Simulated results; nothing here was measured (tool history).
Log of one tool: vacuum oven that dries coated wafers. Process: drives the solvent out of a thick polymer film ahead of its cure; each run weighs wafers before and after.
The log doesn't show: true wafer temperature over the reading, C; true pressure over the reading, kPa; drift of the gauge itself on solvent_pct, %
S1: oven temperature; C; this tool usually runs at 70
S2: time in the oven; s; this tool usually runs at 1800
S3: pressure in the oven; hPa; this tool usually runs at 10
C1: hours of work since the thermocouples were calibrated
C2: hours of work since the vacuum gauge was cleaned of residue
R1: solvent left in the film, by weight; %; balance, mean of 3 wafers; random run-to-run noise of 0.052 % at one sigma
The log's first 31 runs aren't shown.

run	hour	S1	S2	S3	C1	C2	R1
32	1874.1	74	2940	36.2	752	1234	1.78
33	1920.4	74	2940	36.2	771	1253	1.77
34	1976.5	77	1140	9	794	1277	1.23
35	2053.1	56	1200	9.6	826	1308	8.55
36	2095.5	70	1800	10	844	1326	1.51
37	2132.5	70	1800	25.6	859	1341	2.44
38	2168.5	62	2580	25.6	874	1356	3.65
39	2247.2	84	2580	25.6	907	1389	0.84
40	2287.6	84	2580	25.6	923	1406	0.9
41	2343.1	70	1800	6.2	946	1429	1.46
42	2391.8	59	960	9	967	1449	8.27
43	2442.4	83	960	10	988	1470	0.78
44	2514.6	77	1800	10	1018	1500	0.56

Run 45 comes next. What will it give?
45	2569.9	62	1800	10	1041	1523	?

Logged for run 45: R1 4.18 %.
On a tool with no hidden condition, and with the same random variation, this run would have come out at R1 3.62 %.
